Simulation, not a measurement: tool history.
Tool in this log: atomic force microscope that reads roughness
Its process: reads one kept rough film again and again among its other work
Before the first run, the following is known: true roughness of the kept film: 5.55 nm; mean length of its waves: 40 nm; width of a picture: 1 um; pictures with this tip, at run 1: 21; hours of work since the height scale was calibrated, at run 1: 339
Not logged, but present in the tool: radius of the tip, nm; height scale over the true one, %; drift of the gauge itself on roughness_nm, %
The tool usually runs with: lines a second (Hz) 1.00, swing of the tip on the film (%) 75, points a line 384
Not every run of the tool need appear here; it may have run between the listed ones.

| run | hour | lines a second (Hz) | swing of the tip on the film (%) | points a line | pictures with this tip | hours of work since the height scale was calibrated | roughness of the kept film (nm (root mean square)) |
|---|---|---|---|---|---|---|---|
| 1 | 0.0 | 1.00 | 75 | 384 | 21 | 339 | 4.473 |
| 2 | 46.6 | 1.00 | 75 | 318 | 125 | 369 | 3.789 |
|  | 63.9 | new tip fitted |
| 3 | 92.0 | 1.00 | 75 | 384 | 62 | 398 | 4.172 |
| 4 | 122.8 | 1.00 | 75 | 636 | 131 | 417 | 3.748 |
|  | 134.9 | new tip fitted |
| 5 | 160.7 | 1.00 | 75 | 384 | 57 | 441 | 4.238 |
| 6 | 198.3 | 1.00 | 75 | 384 | 140 | 466 | 3.680 |
|  | 205.1 | new tip fitted |
| 7 | 224.9 | 1.00 | 75 | 384 | 44 | 482 | 4.266 |
| 8 | 246.8 | 1.00 | 75 | 384 | 93 | 496 | 3.986 |
|  | 274.6 | new tip fitted |
| 9 | 284.7 | 1.00 | 76 | 384 | 22 | 520 | 4.458 |
| 10 | 327.9 | 1.00 | 75 | 642 | 118 | 548 | 3.820 |
|  | 344.9 | new tip fitted |
| 11 | 364.3 | 1.00 | 66 | 384 | 43 | 571 | 4.402 |
| 12 | 400.0 | 1.00 | 66 | 384 | 123 | 594 | 3.938 |
|  | 418.3 | new tip fitted |
| 13 | 427.1 | 2.66 | 75 | 384 | 20 | 611 | 3.935 |
| 14 | 448.1 | 2.66 | 75 | 384 | 66 | 625 | 3.635 |
|  | 488.2 | new tip fitted |
| 15 | 495.9 | 1.00 | 86 | 384 | 17 | 655 | 4.238 |
| 16 | 544.7 | 1.00 | 75 | 384 | 126 | 686 | 3.821 |
|  | 557.9 | new tip fitted |
| 17 | 586.6 | 1.00 | 74 | 384 | 63 | 713 | 4.207 |
| 18 | 617.8 | 1.00 | 74 | 994 | 132 | 733 | 3.824 |
|  | 627.8 | new tip fitted |
| 19 | 648.5 | 1.00 | 74 | 994 | 46 | 752 | 4.297 |
| 20 | 675.9 | 1.00 | 74 | 994 | 106 | 770 | 3.917 |
|  | 698.9 | new tip fitted |
| 21 | 715.9 | 1.00 | 74 | 994 | 38 | 795 | 4.298 |
| 22 | 749.8 | 1.00 | 74 | 994 | 113 | 817 | 3.890 |
|  | 769.8 | new tip fitted |
| 23 | 786.1 | 1.00 | 75 | 877 | 37 | 840 | 4.390 |
| 24 | 807.3 | 1.25 | 75 | 384 | 84 | 854 | 3.959 |
| 25 | 834.1 | 1.25 | 75 | 384 | 143 | 871 | 3.586 |
|  | 841.1 | new tip fitted |
| 26 | 881.7 | 1.33 | 82 | 364 | 90 | 901 | 3.754 |
|  | 911.2 | new tip fitted |
| 27 | 912.0 | 2.54 | 78 | 674 | 2 | 920 | 3.991 |
| 28 | 943.1 | 1.15 | 57 | 736 | 71 | 940 | 4.398 |
| 29 | 966.6 | 0.50 | 75 | 384 | 123 | 955 | 3.937 |
|  | 982.4 | new tip fitted |
| 30 | 1004.9 | 0.50 | 75 | 384 | 50 | 980 | 4.436 |
|  | 1009.0 | height scale calibrated on a step standard |
| 31 | 1040.2 | 1.00 | 75 | 712 | 126 | 20 | 3.785 |
|  | 1056.0 | new tip fitted |
| 32 | 1078.5 | 2.52 | 83 | 526 | 50 | 44 | 3.520 |
| 33 | 1122.5 | 3.00 | 75 | 431 | 148 | 73 | 3.124 |
|  | 1126.4 | new tip fitted |
| 34 | 1145.3 | 1.00 | 66 | 588 | 42 | 87 | 4.531 |
|  | 1176.4 | height scale calibrated on a step standard, once more |
| 35 | 1188.6 | 1.38 | 88 | 384 | 136 | 8 | 3.281 |
|  | 1198.6 | new tip fitted |
| 36 | 1213.9 | 2.59 | 73 | 384 | 34 | 24 | 3.936 |
| 37 | 1235.3 | 0.97 | 78 | 483 | 81 | 38 | 4.013 |
|  | 1270.2 | new tip fitted |
| 38 | 1270.2 | 1.74 | 75 | 600 | 0 | 60 | 4.379 |
| 39 | 1306.0 | 1.74 | 75 | 600 | 79 | 83 | 3.796 |
|  | 1341.5 | new tip fitted |
| 40 | 1356.0 | 1.20 | 67 | 262 | 32 | 114 | 4.459 |
| 41 | 1399.7 | 1.00 | 75 | 772 | 129 | 142 | 3.784 |
|  | 1411.9 | new tip fitted |
| 42 | 1442.9 | 1.34 | 83 | 705 | 69 | 170 | 3.835 |
| 43 | 1476.9 | 0.67 | 60 | 384 | 144 | 192 | 3.909 |
|  | 1484.5 | new tip fitted |
| 44 | 1514.7 | 2.58 | 64 | 796 | 67 | 216 | 4.032 |
| 45 | 1540.8 | 1.97 | 88 | 838 | 125 | 232 | 3.112 |
|  | 1557.2 | new tip fitted |
| 46 | 1587.7 | 1.97 | 88 | 838 | 68 | 262 | 3.336 |
|  | 1627.4 | new tip fitted |
| 47 | 1630.2 | 1.97 | 88 | 838 | 6 | 289 | 3.743 |
| 48 | 1671.3 | 0.94 | 58 | 425 | 97 | 316 | 4.132 |
|  | 1698.6 | new tip fitted |
| 49 | 1700.3 | 0.87 | 83 | 425 | 3 | 334 | 4.477 |

What differs in the tool's unlogged condition from the final listed run ahead of each entry between runs to the first listed run following it?
Logged between run 2 and run 3: new tip fitted (hour 63.9)
  radius of the tip, nm: 24.3 -> 16.3; height scale over the true one, %: 0.23 -> 0.25
  measured value less the no-hidden-state value, roughness of the kept film (nm (root mean square)): -0.806 -> -0.472
Logged between run 4 and run 5: new tip fitted (hour 134.9)
  radius of the tip, nm: 26.1 -> 15.5; height scale over the true one, %: 0.26 -> 0.28
  measured value less the no-hidden-state value, roughness of the kept film (nm (root mean square)): -0.886 -> -0.439
Logged between run 6 and run 7: new tip fitted (hour 205.1)
  radius of the tip, nm: 27.3 -> 14.3; height scale over the true one, %: 0.3 -> 0.31
  measured value less the no-hidden-state value, roughness of the kept film (nm (root mean square)): -0.922 -> -0.375
Logged between run 8 and run 9: new tip fitted (hour 274.6)
  radius of the tip, nm: 20.9 -> 10.2; height scale over the true one, %: 0.32 -> 0.34
  measured value less the no-hidden-state value, roughness of the kept film (nm (root mean square)): -0.680 -> -0.161
Logged between run 10 and run 11: new tip fitted (hour 344.9)
  radius of the tip, nm: 24.6 -> 14.2; height scale over the true one, %: 0.36 -> 0.37
  measured value less the no-hidden-state value, roughness of the kept film (nm (root mean square)): -0.824 -> -0.376
Logged between run 12 and run 13: new tip fitted (hour 418.3)
  radius of the tip, nm: 25 -> 10.5; height scale over the true one, %: 0.39 -> 0.4
  measured value less the no-hidden-state value, roughness of the kept film (nm (root mean square)): -0.865 -> -0.156
Logged between run 14 and run 15: new tip fitted (hour 488.2)
  radius of the tip, nm: 17.9 -> 9.5; height scale over the true one, %: 0.41 -> 0.43
  measured value less the no-hidden-state value, roughness of the kept film (nm (root mean square)): -0.479 -> -0.114
Logged between run 16 and run 17: new tip fitted (hour 557.9)
  radius of the tip, nm: 24.8 -> 15.9; height scale over the true one, %: 0.46 -> 0.47
  measured value less the no-hidden-state value, roughness of the kept film (nm (root mean square)): -0.829 -> -0.445
Logged between run 18 and run 19: new tip fitted (hour 627.8)
  radius of the tip, nm: 25.7 -> 14.2; height scale over the true one, %: 0.49 -> 0.5
  measured value less the no-hidden-state value, roughness of the kept film (nm (root mean square)): -0.871 -> -0.366
Logged between run 20 and run 21: new tip fitted (hour 698.9)
  radius of the tip, nm: 22.9 -> 14.2; height scale over the true one, %: 0.51 -> 0.53
  measured value less the no-hidden-state value, roughness of the kept film (nm (root mean square)): -0.754 -> -0.361
Logged between run 22 and run 23: new tip fitted (hour 769.8)
  radius of the tip, nm: 25 -> 13; height scale over the true one, %: 0.55 -> 0.56
  measured value less the no-hidden-state value, roughness of the kept film (nm (root mean square)): -0.850 -> -0.300
Logged between run 25 and run 26: new tip fitted (hour 841.1)
  radius of the tip, nm: 29.4 -> 19.6; height scale over the true one, %: 0.59 -> 0.61
  measured value less the no-hidden-state value, roughness of the kept film (nm (root mean square)): -0.976 -> -0.566
Logged between run 26 and run 27: new tip fitted (hour 911.2)
  radius of the tip, nm: 19.6 -> 7.5; height scale over the true one, %: 0.61 -> 0.62
  measured value less the no-hidden-state value, roughness of the kept film (nm (root mean square)): -0.566 -> +0.002
Logged between run 29 and run 30: new tip fitted (hour 982.4)
  radius of the tip, nm: 25.7 -> 14.8; height scale over the true one, %: 0.65 -> 0.66
  measured value less the no-hidden-state value, roughness of the kept film (nm (root mean square)): -0.889 -> -0.397
Logged between run 30 and run 31: height scale calibrated on a step standard (hour 1009.0)
  radius of the tip, nm: 14.8 -> 26.3; height scale over the true one, %: 0.66 -> 0.94
  measured value less the no-hidden-state value, roughness of the kept film (nm (root mean square)): -0.397 -> -0.869
Logged between run 31 and run 32: new tip fitted (hour 1056.0)
  radius of the tip, nm: 26.3 -> 15.1; height scale over the true one, %: 0.94 -> 0.96
  measured value less the no-hidden-state value, roughness of the kept film (nm (root mean square)): -0.869 -> -0.320
Logged between run 33 and run 34: new tip fitted (hour 1126.4)
  radius of the tip, nm: 29.6 -> 12.8; height scale over the true one, %: 0.98 -> 0.99
  measured value less the no-hidden-state value, roughness of the kept film (nm (root mean square)): -0.846 -> -0.278
Logged between run 34 and run 35: height scale calibrated on a step standard, once more (hour 1176.4)
  radius of the tip, nm: 12.8 -> 26.7; height scale over the true one, %: 0.99 -> -0.01
  measured value less the no-hidden-state value, roughness of the kept film (nm (root mean square)): -0.278 -> -0.809
Logged between run 35 and run 36: new tip fitted (hour 1198.6)
  radius of the tip, nm: 26.7 -> 12; height scale over the true one, %: -0.01 -> 0
  measured value less the no-hidden-state value, roughness of the kept film (nm (root mean square)): -0.809 -> -0.248
Logged between run 37 and run 38: new tip fitted (hour 1270.2)
  radius of the tip, nm: 18.8 -> 7.7; height scale over the true one, %: 0.01 -> 0.02
  measured value less the no-hidden-state value, roughness of the kept film (nm (root mean square)): -0.594 -> -0.036
Logged between run 39 and run 40: new tip fitted (hour 1341.5)
  radius of the tip, nm: 19.9 -> 11.9; height scale over the true one, %: 0.04 -> 0.06
  measured value less the no-hidden-state value, roughness of the kept film (nm (root mean square)): -0.611 -> -0.267
Logged between run 41 and run 42: new tip fitted (hour 1411.9)
  radius of the tip, nm: 25.5 -> 16.9; height scale over the true one, %: 0.09 -> 0.11
  measured value less the no-hidden-state value, roughness of the kept film (nm (root mean square)): -0.870 -> -0.471
Logged between run 43 and run 44: new tip fitted (hour 1484.5)
  radius of the tip, nm: 28 -> 16.7; height scale over the true one, %: 0.12 -> 0.14
  measured value less the no-hidden-state value, roughness of the kept film (nm (root mean square)): -1.020 -> -0.484
Logged between run 45 and run 46: new tip fitted (hour 1557.2)
  radius of the tip, nm: 25.2 -> 18.7; height scale over the true one, %: 0.15 -> 0.17
  measured value less the no-hidden-state value, roughness of the kept film (nm (root mean square)): -0.703 -> -0.481
Logged between run 46 and run 47: new tip fitted (hour 1627.4)
  radius of the tip, nm: 18.7 -> 8.2; height scale over the true one, %: 0.17 -> 0.19
  measured value less the no-hidden-state value, roughness of the kept film (nm (root mean square)): -0.481 -> -0.050
Logged between run 48 and run 49: new tip fitted (hour 1698.6)
  radius of the tip, nm: 22.3 -> 8.1; height scale over the true one, %: 0.21 -> 0.22
  measured value less the no-hidden-state value, roughness of the kept film (nm (root mean square)): -0.779 -> -0.053
